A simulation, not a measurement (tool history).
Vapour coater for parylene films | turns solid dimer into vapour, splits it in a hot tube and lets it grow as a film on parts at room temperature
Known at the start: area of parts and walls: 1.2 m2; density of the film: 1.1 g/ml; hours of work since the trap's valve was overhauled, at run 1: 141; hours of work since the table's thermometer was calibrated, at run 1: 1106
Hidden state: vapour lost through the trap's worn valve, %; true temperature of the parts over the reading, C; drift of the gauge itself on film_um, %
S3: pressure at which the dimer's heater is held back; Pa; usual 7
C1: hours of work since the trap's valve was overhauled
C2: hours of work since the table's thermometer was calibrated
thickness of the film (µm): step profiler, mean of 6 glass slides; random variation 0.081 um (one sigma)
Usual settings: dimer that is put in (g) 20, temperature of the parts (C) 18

{"run": 1, "hour": 0.0, "dimer that is put in (g)": 20, "temperature of the parts (C)": 18, "S3": 7, "C1": 141, "C2": 1106, "thickness of the film (µm)": 9.59}
{"hour": 11.5, "done": "table's thermometer calibrated"}
{"run": 2, "hour": 51.8, "dimer that is put in (g)": 20, "temperature of the parts (C)": 18, "S3": 7, "C1": 166, "C2": 20, "thickness of the film (µm)": 9.02}
{"run": 3, "hour": 105.2, "dimer that is put in (g)": 20, "temperature of the parts (C)": 18, "S3": 7, "C1": 192, "C2": 46, "thickness of the film (µm)": 8.79}
{"run": 4, "hour": 137.4, "dimer that is put in (g)": 20, "temperature of the parts (C)": 18, "S3": 7, "C1": 207, "C2": 61, "thickness of the film (µm)": 8.63}
{"run": 5, "hour": 176.0, "dimer that is put in (g)": 20, "temperature of the parts (C)": 18, "S3": 7, "C1": 226, "C2": 80, "thickness of the film (µm)": 8.57}
{"hour": 217.1, "done": "trap's valve overhauled"}
{"run": 6, "hour": 234.8, "dimer that is put in (g)": 20, "temperature of the parts (C)": 18, "S3": 6.55, "C1": 9, "C2": 107, "thickness of the film (µm)": 9.96}
{"run": 7, "hour": 289.8, "dimer that is put in (g)": 20, "temperature of the parts (C)": 18, "S3": 6.55, "C1": 35, "C2": 133, "thickness of the film (µm)": 9.85}
{"run": 8, "hour": 322.2, "dimer that is put in (g)": 20, "temperature of the parts (C)": 18, "S3": 7, "C1": 51, "C2": 149, "thickness of the film (µm)": 9.7}
{"run": 9, "hour": 382.6, "dimer that is put in (g)": 20, "temperature of the parts (C)": 18, "S3": 7, "C1": 81, "C2": 179, "thickness of the film (µm)": 9.4}
{"run": 10, "hour": 426.9, "dimer that is put in (g)": 20, "temperature of the parts (C)": 22, "S3": 7, "C1": 102, "C2": 200, "thickness of the film (µm)": 7.77}
{"run": 11, "hour": 476.5, "dimer that is put in (g)": 20, "temperature of the parts (C)": 22, "S3": 7, "C1": 126, "C2": 224, "thickness of the film (µm)": 7.66}
{"run": 12, "hour": 508.2, "dimer that is put in (g)": 20, "temperature of the parts (C)": 22, "S3": 2.17, "C1": 142, "C2": 240, "thickness of the film (µm)": 8.46}
{"run": 13, "hour": 566.4, "dimer that is put in (g)": 20, "temperature of the parts (C)": 14, "S3": 7, "C1": 170, "C2": 268, "thickness of the film (µm)": 11.04}
{"run": 14, "hour": 611.6, "dimer that is put in (g)": 12, "temperature of the parts (C)": 18, "S3": 7, "C1": 192, "C2": 290, "thickness of the film (µm)": 5.4}
{"run": 15, "hour": 656.6, "dimer that is put in (g)": 20, "temperature of the parts (C)": 18, "S3": 7, "C1": 214, "C2": 312, "thickness of the film (µm)": 8.98}
{"run": 16, "hour": 697.2, "dimer that is put in (g)": 20, "temperature of the parts (C)": 18, "S3": 9.63, "C1": 234, "C2": 332, "thickness of the film (µm)": 8.41}
{"hour": 721.6, "done": "trap's valve overhauled"}
{"run": 17, "hour": 747.4, "dimer that is put in (g)": 25, "temperature of the parts (C)": 18, "S3": 7, "C1": 13, "C2": 354, "thickness of the film (µm)": 12.44}
{"run": 18, "hour": 790.6, "dimer that is put in (g)": 25, "temperature of the parts (C)": 18, "S3": 7, "C1": 34, "C2": 375, "thickness of the film (µm)": 12.3}
{"run": 19, "hour": 847.5, "dimer that is put in (g)": 20, "temperature of the parts (C)": 18, "S3": 7, "C1": 61, "C2": 403, "thickness of the film (µm)": 9.72}
{"run": 20, "hour": 905.8, "dimer that is put in (g)": 20, "temperature of the parts (C)": 18, "S3": 7, "C1": 90, "C2": 431, "thickness of the film (µm)": 9.53}
{"run": 21, "hour": 959.1, "dimer that is put in (g)": 20, "temperature of the parts (C)": 18, "S3": 7, "C1": 116, "C2": 457, "thickness of the film (µm)": 9.51}
{"run": 22, "hour": 1000.1, "dimer that is put in (g)": 20, "temperature of the parts (C)": 11, "S3": 7, "C1": 136, "C2": 477, "thickness of the film (µm)": 12.79}
{"run": 23, "hour": 1058.3, "dimer that is put in (g)": 20, "temperature of the parts (C)": 11, "S3": 7, "C1": 164, "C2": 505, "thickness of the film (µm)": 12.59}
{"run": 24, "hour": 1096.4, "dimer that is put in (g)": 20, "temperature of the parts (C)": 11, "S3": 7, "C1": 182, "C2": 524, "thickness of the film (µm)": 12.42}
{"run": 25, "hour": 1151.2, "dimer that is put in (g)": 28, "temperature of the parts (C)": 11, "S3": 7, "C1": 209, "C2": 551, "thickness of the film (µm)": 17.34}
{"run": 26, "hour": 1202.3, "dimer that is put in (g)": 32, "temperature of the parts (C)": 13, "S3": 6.83, "C1": 234, "C2": 576, "thickness of the film (µm)": 17.91}
{"hour": 1228.3, "done": "trap's valve overhauled"}
{"run": 27, "hour": 1261.6, "dimer that is put in (g)": 8, "temperature of the parts (C)": 11, "S3": 4.73, "C1": 16, "C2": 602, "thickness of the film (µm)": 5.76}
{"run": 28, "hour": 1299.8, "dimer that is put in (g)": 20, "temperature of the parts (C)": 16, "S3": 4.5, "C1": 35, "C2": 621, "thickness of the film (µm)": 11.37}
{"run": 29, "hour": 1331.1, "dimer that is put in (g)": 12, "temperature of the parts (C)": 16, "S3": 4.5, "C1": 50, "C2": 636, "thickness of the film (µm)": 6.78}
{"run": 30, "hour": 1376.8, "dimer that is put in (g)": 12, "temperature of the parts (C)": 16, "S3": 4.5, "C1": 72, "C2": 658, "thickness of the film (µm)": 6.67}
{"run": 31, "hour": 1430.0, "dimer that is put in (g)": 11, "temperature of the parts (C)": 26, "S3": 11.73, "C1": 98, "C2": 684, "thickness of the film (µm)": 3.5}
{"run": 32, "hour": 1472.5, "dimer that is put in (g)": 22, "temperature of the parts (C)": 26, "S3": 2.11, "C1": 119, "C2": 705, "thickness of the film (µm)": 8.03}
{"run": 33, "hour": 1503.5, "dimer that is put in (g)": 20, "temperature of the parts (C)": 18, "S3": 8.62, "C1": 134, "C2": 720, "thickness of the film (µm)": 9.25}
{"run": 34, "hour": 1555.4, "dimer that is put in (g)": 20, "temperature of the parts (C)": 25, "S3": 7.71, "C1": 159, "C2": 745, "thickness of the film (µm)": 6.62}
{"run": 35, "hour": 1615.6, "dimer that is put in (g)": 13, "temperature of the parts (C)": 25, "S3": 7.71, "C1": 188, "C2": 775, "thickness of the film (µm)": 4.21}
{"run": 36, "hour": 1644.3, "dimer that is put in (g)": 11, "temperature of the parts (C)": 12, "S3": 4.77, "C1": 202, "C2": 789, "thickness of the film (µm)": 6.89}
{"run": 37, "hour": 1670.8, "dimer that is put in (g)": 20, "temperature of the parts (C)": 10, "S3": 2.01, "C1": 215, "C2": 802, "thickness of the film (µm)": 12.9}
{"run": 38, "hour": 1727.1, "dimer that is put in (g)": 20, "temperature of the parts (C)": 10, "S3": 2.01, "C1": 243, "C2": 829, "thickness of the film (µm)": 12.7}
{"hour": 1734.1, "done": "trap's valve overhauled"}
{"run": 39, "hour": 1765.3, "dimer that is put in (g)": 19, "temperature of the parts (C)": 27, "S3": 7, "C1": 15, "C2": 846, "thickness of the film (µm)": 6.33}
{"run": 40, "hour": 1803.6, "dimer that is put in (g)": 23, "temperature of the parts (C)": 18, "S3": 3.96, "C1": 34, "C2": 864, "thickness of the film (µm)": 12.38}
{"run": 41, "hour": 1855.8, "dimer that is put in (g)": 10, "temperature of the parts (C)": 23, "S3": 5.8, "C1": 59, "C2": 890, "thickness of the film (µm)": 4.07}
{"run": 42, "hour": 1915.4, "dimer that is put in (g)": 23, "temperature of the parts (C)": 23, "S3": 5.56, "C1": 88, "C2": 919, "thickness of the film (µm)": 9.16}
{"run": 43, "hour": 1941.0, "dimer that is put in (g)": 23, "temperature of the parts (C)": 23, "S3": 5.56, "C1": 101, "C2": 931, "thickness of the film (µm)": 8.95}

Measured less the same run without the tool's hidden state. The same run-to-run variation is in both; the gauge's scatter may not be:
run=1 thickness_of_the_film_(µm)=-0.2
run=2 thickness_of_the_film_(µm)=-0.9
run=3 thickness_of_the_film_(µm)=-1.03
run=4 thickness_of_the_film_(µm)=-1.11
run=5 thickness_of_the_film_(µm)=-1.22
run=6 thickness_of_the_film_(µm)=+0.03
run=7 thickness_of_the_film_(µm)=-0.11
run=8 thickness_of_the_film_(µm)=-0.18
run=9 thickness_of_the_film_(µm)=-0.33
run=10 thickness_of_the_film_(µm)=-0.36
run=11 thickness_of_the_film_(µm)=-0.46
run=12 thickness_of_the_film_(µm)=-0.58
run=13 thickness_of_the_film_(µm)=-0.95
run=14 thickness_of_the_film_(µm)=-0.53
run=15 thickness_of_the_film_(µm)=-0.99
run=16 thickness_of_the_film_(µm)=-1.03
run=17 thickness_of_the_film_(µm)=+0.14
run=18 thickness_of_the_film_(µm)=+0.01
run=19 thickness_of_the_film_(µm)=-0.13
run=20 thickness_of_the_film_(µm)=-0.29
run=21 thickness_of_the_film_(µm)=-0.44
run=22 thickness_of_the_film_(µm)=-0.74
run=23 thickness_of_the_film_(µm)=-0.94
run=24 thickness_of_the_film_(µm)=-1.07
run=25 thickness_of_the_film_(µm)=-1.83
run=26 thickness_of_the_film_(µm)=-2.17
run=27 thickness_of_the_film_(µm)=+0.15
run=28 thickness_of_the_film_(µm)=+0.18
run=29 thickness_of_the_film_(µm)=+0.05
run=30 thickness_of_the_film_(µm)=-0.04
run=31 thickness_of_the_film_(µm)=-0.07
run=32 thickness_of_the_film_(µm)=-0.25
run=33 thickness_of_the_film_(µm)=-0.38
run=34 thickness_of_the_film_(µm)=-0.36
run=35 thickness_of_the_film_(µm)=-0.31
run=36 thickness_of_the_film_(µm)=-0.54
run=37 thickness_of_the_film_(µm)=-1.83
run=38 thickness_of_the_film_(µm)=-2.06
run=39 thickness_of_the_film_(µm)=+0.26
run=40 thickness_of_the_film_(µm)=+0.39
run=41 thickness_of_the_film_(µm)=+0.07
run=42 thickness_of_the_film_(µm)=+0.02
run=43 thickness_of_the_film_(µm)=-0.02
